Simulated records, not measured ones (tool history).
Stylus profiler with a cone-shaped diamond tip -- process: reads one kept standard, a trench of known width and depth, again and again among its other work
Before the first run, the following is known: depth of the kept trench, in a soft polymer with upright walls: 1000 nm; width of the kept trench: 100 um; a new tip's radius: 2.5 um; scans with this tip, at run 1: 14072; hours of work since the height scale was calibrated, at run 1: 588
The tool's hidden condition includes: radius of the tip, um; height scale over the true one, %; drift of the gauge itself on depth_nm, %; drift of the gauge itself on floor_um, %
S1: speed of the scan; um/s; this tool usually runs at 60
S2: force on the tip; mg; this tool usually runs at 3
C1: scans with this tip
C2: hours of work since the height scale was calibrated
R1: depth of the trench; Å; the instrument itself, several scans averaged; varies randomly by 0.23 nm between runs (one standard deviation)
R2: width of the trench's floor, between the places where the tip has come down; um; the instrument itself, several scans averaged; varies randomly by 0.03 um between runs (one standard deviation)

| run | hour | S1 | S2 | C1 | C2 | R1 | R2 |
|---|---|---|---|---|---|---|---|
| 1 | 0 | 60 | 3 | 14072 | 588 | 10202.1 | 94.17 |
| 2 | 105.6 | 60 | 3 | 14406 | 662 | 10204.7 | 94.23 |
| 3 | 204.3 | 60 | 3 | 14718 | 731 | 10211.8 | 94.2 |
| 4 | 269.6 | 60 | 3 | 14925 | 777 | 10210.7 | 94.16 |
| 5 | 377.2 | 18 | 3 | 15266 | 852 | 10212 | 94.37 |
| 6 | 482.3 | 18 | 3 | 15599 | 926 | 10221.2 | 94.34 |
| 7 | 605.4 | 18 | 3 | 15989 | 1012 | 10222.6 | 94.31 |
| 8 | 659.9 | 60 | 3 | 16161 | 1051 | 10222.9 | 94.04 |
| 9 | 715.7 | 48 | 3 | 16338 | 1090 | 10232.2 | 94.12 |
| 10 | 819.4 | 48 | 3 | 16666 | 1162 | 10232 | 94.06 |
| 11 | 921.9 | 60 | 3 | 16991 | 1234 | 10233.8 | 93.99 |
|  | 930 | height scale calibrated on a step standard |
| 12 | 1004.8 | 60 | 3 | 17252 | 52 | 10262.2 | 93.95 |
| 13 | 1130.1 | 60 | 3 | 17649 | 140 | 10266.8 | 93.92 |
| 14 | 1192.9 | 60 | 3 | 17848 | 184 | 10271.7 | 93.88 |
| 15 | 1262.3 | 60 | 3 | 18067 | 233 | 10277.5 | 93.85 |
|  | 1294.4 | height scale calibrated on a step standard, once more |
| 16 | 1348 | 60 | 3 | 18337 | 38 | 10173.4 | 93.85 |
| 17 | 1429.3 | 15 | 3 | 18595 | 95 | 10172.8 | 94.08 |
| 18 | 1502.2 | 60 | 3 | 18826 | 146 | 10177.9 | 93.87 |
| 19 | 1555.9 | 60 | 3 | 18996 | 183 | 10181.9 | 93.78 |
| 20 | 1635.3 | 60 | 3 | 19247 | 239 | 10180.7 | 93.8 |
| 21 | 1726.6 | 60 | 3 | 19536 | 303 | 10184.7 | 93.74 |
| 22 | 1842.1 | 60 | 3 | 19902 | 384 | 10189 | 93.73 |
| 23 | 1909.7 | 60 | 3 | 20116 | 432 | 10189.9 | 93.74 |
| 24 | 2017.8 | 145 | 7.52 | 20458 | 507 | 10339.5 | 93.5 |
| 25 | 2140.4 | 145 | 7.52 | 20847 | 593 | 10351 | 93.5 |
| 26 | 2212.4 | 145 | 7.52 | 21074 | 644 | 10350.7 | 93.43 |
| 27 | 2322.2 | 145 | 7.52 | 21422 | 721 | 10351.2 | 93.42 |
| 28 | 2410.3 | 103 | 2.66 | 21701 | 783 | 10194.1 | 93.27 |
| 29 | 2480.6 | 31 | 2.08 | 21924 | 832 | 10177.6 | 93.72 |
| 30 | 2542 | 31 | 2.08 | 22118 | 875 | 10175.8 | 93.68 |
| 31 | 2630 | 31 | 2.08 | 22397 | 937 | 10183.7 | 93.63 |
| 32 | 2700.6 | 230 | 1.91 | 22620 | 986 | 10178 | 92.17 |
| 33 | 2817.9 | 31 | 2.64 | 22992 | 1069 | 10211.1 | 93.6 |
| 34 | 2926.3 | 31 | 2.64 | 23335 | 1145 | 10213.2 | 93.58 |
| 35 | 2989.7 | 104 | 1.54 | 23536 | 1189 | 10167.1 | 92.96 |
|  | 3056.6 | height scale calibrated on a step standard |
| 36 | 3094.2 | 104 | 1.54 | 23865 | 26 | 10105.9 | 92.92 |
| 37 | 3155.4 | 66 | 1.39 | 24059 | 69 | 10103.3 | 93.19 |
| 38 | 3230.7 | 229 | 2.78 | 24297 | 122 | 10171.3 | 92.35 |
| 39 | 3305.1 | 173 | 3 | 24533 | 174 | 10178.5 | 92.73 |
| 40 | 3398.2 | 42 | 8.36 | 24828 | 240 | 10350.3 | 93.57 |
| 41 | 3463.6 | 63 | 1.21 | 25035 | 285 | 10103.8 | 93.13 |

Run 42, settings as shown, results not yet in. Your forecast:
| 42 | 3523 | 53 | 3.99 | 25223 | 327 | ? | ? |

For run 42 the tool returned R1 10222.6 Å, R2 93.39 um.
Take away the tool's hidden state, keep the run-to-run variation as it was, and the same run would have given R1 10211 Å, R2 95.73 um.
